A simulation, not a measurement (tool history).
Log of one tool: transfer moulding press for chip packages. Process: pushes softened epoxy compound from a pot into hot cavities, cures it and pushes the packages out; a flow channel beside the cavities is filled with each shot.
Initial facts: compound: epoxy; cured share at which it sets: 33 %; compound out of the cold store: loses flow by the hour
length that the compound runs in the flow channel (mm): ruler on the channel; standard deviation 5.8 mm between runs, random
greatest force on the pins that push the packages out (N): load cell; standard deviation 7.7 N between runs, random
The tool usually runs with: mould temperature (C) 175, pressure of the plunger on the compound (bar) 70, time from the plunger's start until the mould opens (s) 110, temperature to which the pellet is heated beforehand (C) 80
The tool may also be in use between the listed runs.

| run | hour | mould temperature (C) | pressure of the plunger on the compound (bar) | time from the plunger's start until the mould opens (s) | temperature to which the pellet is heated beforehand (C) | incoming compound's hours out of the cold store | length that the compound runs in the flow channel (mm) | greatest force on the pins that push the packages out (N) |
|---|---|---|---|---|---|---|---|---|
| 1 | 0 | 175 | 70 | 110 | 80 | 19 | 772 | 380 |
| 2 | 36.1 | 175 | 70 | 110 | 80 | 18.1 | 768 | 478 |
| 3 | 61.7 | 175 | 70 | 110 | 74 | 37.4 | 701 | 533 |
|  | 76.6 | mould's thermocouples calibrated |
| 4 | 89.9 | 175 | 70 | 110 | 74 | 11.8 | 790 | 627 |
| 5 | 106.8 | 175 | 70 | 110 | 74 | 16.3 | 765 | 637 |
|  | 116.2 | cavities cleaned with cleaning compound and waxed |
| 6 | 144.2 | 175 | 70 | 110 | 74 | 40.2 | 684 | 447 |
| 7 | 177 | 175 | 70 | 110 | 74 | 8.9 | 794 | 564 |
| 8 | 210.2 | 175 | 70 | 110 | 74 | 25.5 | 731 | 618 |
|  | 239.7 | cavities cleaned with cleaning compound and waxed |
| 9 | 248.6 | 175 | 70 | 110 | 74 | 22.9 | 742 | 390 |
| 10 | 268.1 | 175 | 70 | 143 | 74 | 9.7 | 787 | 374 |
| 11 | 287.2 | 175 | 70 | 98 | 74 | 38 | 686 | 604 |
| 12 | 321.6 | 175 | 70 | 98 | 74 | 34 | 680 | 697 |
| 13 | 343.4 | 175 | 70 | 98 | 74 | 25.5 | 701 | 724 |
|  | 362.8 | cavities cleaned with cleaning compound and waxed |
| 14 | 367.3 | 175 | 70 | 98 | 74 | 12.6 | 758 | 455 |
|  | 372.2 | plunger's sealing rings changed |
| 15 | 400.6 | 179 | 52.4 | 144 | 74 | 9.5 | 732 | 391 |
| 16 | 416.9 | 179 | 52.4 | 144 | 74 | 29.6 | 661 | 440 |
| 17 | 438.1 | 177 | 70 | 110 | 89 | 41.5 | 720 | 541 |
| 18 | 461 | 175 | 70 | 96 | 80 | 36.1 | 735 | 708 |
|  | 488.7 | cavities cleaned with cleaning compound and waxed |
| 19 | 488.7 | 175 | 78.4 | 96 | 80 | 8.3 | 883 | 430 |
| 20 | 521.5 | 173 | 55.6 | 123 | 74 | 38.7 | 649 | 434 |
| 21 | 552.6 | 182 | 56.8 | 123 | 75 | 35.5 | 650 | 451 |
| 22 | 576.1 | 177 | 65.4 | 113 | 83 | 38 | 686 | 550 |
|  | 611.8 | cavities cleaned with cleaning compound and waxed |
| 23 | 612.9 | 175 | 52.7 | 109 | 80 | 30.4 | 642 | 339 |
| 24 | 631 | 175 | 52.7 | 109 | 80 | 22 | 673 | 413 |
| 25 | 660.7 | 175 | 52.7 | 109 | 80 | 37.7 | 622 | 484 |
| 26 | 683.7 | 173 | 52.7 | 150 | 80 | 32.9 | 638 | 487 |
| 27 | 714.5 | 177 | 70 | 110 | 80 | 16 | 772 | 567 |

Consider 4 possible next runs. They are alternatives, not a sequence: every one starts from the tool as it was left by run 27. What does each give?
|  | 734.8 | cavities cleaned with cleaning compound and waxed |
| A | 734.8 | 168 | 70 | 92 | 80 | 12.3 | ? | ? |
|  | 734.8 | cavities cleaned with cleaning compound and waxed |
| B | 734.8 | 169 | 65 | 110 | 72 | 35.9 | ? | ? |
|  | 734.8 | cavities cleaned with cleaning compound and waxed |
| C | 734.8 | 175 | 63.4 | 102 | 78 | 39.8 | ? | ? |
|  | 734.8 | cavities cleaned with cleaning compound and waxed |
| D | 734.8 | 177 | 70 | 129 | 72 | 18.6 | ? | ? |

| run | length that the compound runs in the flow channel (mm) | greatest force on the pins that push the packages out (N) |
|---|---|---|
| A | 811 | 774 |
| B | 698 | 456 |
| C | 663 | 364 |
| D | 787 | 294 |
Stripped of hidden state, with their random variation kept, the same runs would have yielded:
| run | length that the compound runs in the flow channel (mm) | greatest force on the pins that push the packages out (N) |
|---|---|---|
| A | 854 | 782 |
| B | 735 | 459 |
| C | 698 | 362 |
| D | 828 | 287 |
